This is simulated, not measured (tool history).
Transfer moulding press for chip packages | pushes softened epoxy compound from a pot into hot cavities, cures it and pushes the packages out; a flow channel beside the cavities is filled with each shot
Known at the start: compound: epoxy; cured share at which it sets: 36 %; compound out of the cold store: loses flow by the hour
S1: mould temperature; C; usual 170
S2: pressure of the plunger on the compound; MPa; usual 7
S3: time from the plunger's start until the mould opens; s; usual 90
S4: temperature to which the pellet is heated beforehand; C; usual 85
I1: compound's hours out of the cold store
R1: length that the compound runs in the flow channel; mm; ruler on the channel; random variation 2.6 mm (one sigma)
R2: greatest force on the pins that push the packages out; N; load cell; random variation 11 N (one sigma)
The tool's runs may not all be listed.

run 1 day=0 | S1=170 S2=7 S3=90 S4=85 | I1=41.3 | R1=619 R2=832
-- day=0.254 cavities cleaned with cleaning compound and waxed
run 2 day=0.642 | S1=168 S2=7 S3=90 S4=85 | I1=9.3 | R1=710 R2=787
-- day=1.021 plunger's sealing rings changed
run 3 day=1.192 | S1=170 S2=7 S3=90 S4=85 | I1=26.6 | R1=681 R2=714
run 4 day=2.004 | S1=170 S2=7 S3=90 S4=85 | I1=37 | R1=655 R2=845
-- day=2.621 cavities cleaned with cleaning compound and waxed
run 5 day=3.012 | S1=170 S2=7 S3=90 S4=85 | I1=25.6 | R1=685 R2=661
run 6 day=4.05 | S1=170 S2=7.38 S3=90 S4=85 | I1=29.2 | R1=687 R2=813
-- day=4.842 cavities cleaned with cleaning compound and waxed
run 7 day=4.9 | S1=170 S2=7.38 S3=90 S4=85 | I1=36.8 | R1=667 R2=595
run 8 day=5.733 | S1=170 S2=5.82 S3=90 S4=85 | I1=42.9 | R1=576 R2=740
run 9 day=6.479 | S1=170 S2=5.82 S3=90 S4=85 | I1=17.4 | R1=636 R2=873
-- day=7.058 cavities cleaned with cleaning compound and waxed
run 10 day=7.204 | S1=170 S2=7 S3=90 S4=85 | I1=18.4 | R1=690 R2=623
run 11 day=7.775 | S1=170 S2=7 S3=90 S4=85 | I1=21.3 | R1=688 R2=739
run 12 day=8.267 | S1=170 S2=7 S3=90 S4=91 | I1=9.3 | R1=721 R2=799
run 13 day=9.079 | S1=170 S2=7 S3=90 S4=91 | I1=36 | R1=639 R2=852
-- day=9.283 cavities cleaned with cleaning compound and waxed
run 14 day=9.962 | S1=172 S2=7 S3=90 S4=85 | I1=42.4 | R1=619 R2=623
run 15 day=10.412 | S1=174 S2=7.76 S3=96 S4=93 | I1=22.6 | R1=698 R2=600
run 16 day=11.267 | S1=174 S2=7.76 S3=96 S4=93 | I1=40 | R1=650 R2=687
-- day=11.542 cavities cleaned with cleaning compound and waxed
run 17 day=11.867 | S1=174 S2=7.76 S3=96 S4=93 | I1=21.5 | R1=699 R2=526
run 18 day=12.833 | S1=177 S2=6.27 S3=81 S4=85 | I1=9 | R1=661 R2=676
-- day=13.446 plunger's sealing rings changed
run 19 day=13.554 | S1=169 S2=6.21 S3=107 S4=91 | I1=40.8 | R1=611 R2=688
-- day=13.908 cavities cleaned with cleaning compound and waxed
run 20 day=14.367 | S1=169 S2=6.21 S3=107 S4=91 | I1=15.4 | R1=673 R2=576
run 21 day=15.408 | S1=169 S2=6.21 S3=107 S4=91 | I1=44 | R1=597 R2=671
-- day=16.204 cavities cleaned with cleaning compound and waxed
run 22 day=16.496 | S1=170 S2=7 S3=86 S4=79 | I1=27.4 | R1=684 R2=732
run 23 day=17.079 | S1=170 S2=7 S3=102 S4=85 | I1=31 | R1=672 R2=634

Forecast each of these 4 alternatives for the next run:
run A day=17.804 | S1=169 S2=7 S3=118 S4=85 | I1=17.1 | R1=? R2=?
run B day=17.804 | S1=170 S2=8.04 S3=102 S4=91 | I1=26.1 | R1=? R2=?
run C day=17.804 | S1=170 S2=6.03 S3=91 S4=93 | I1=21 | R1=? R2=?
run D day=17.804 | S1=170 S2=5.53 S3=90 S4=85 | I1=40.2 | R1=? R2=?

run=A R1=713 R2=642
run=B R1=730 R2=684
run=C R1=645 R2=840
run=D R1=570 R2=829
Without the tool's hidden state the same runs would have given:
run=A R1=719 R2=439
run=B R1=737 R2=458
run=C R1=651 R2=546
run=D R1=576 R2=540
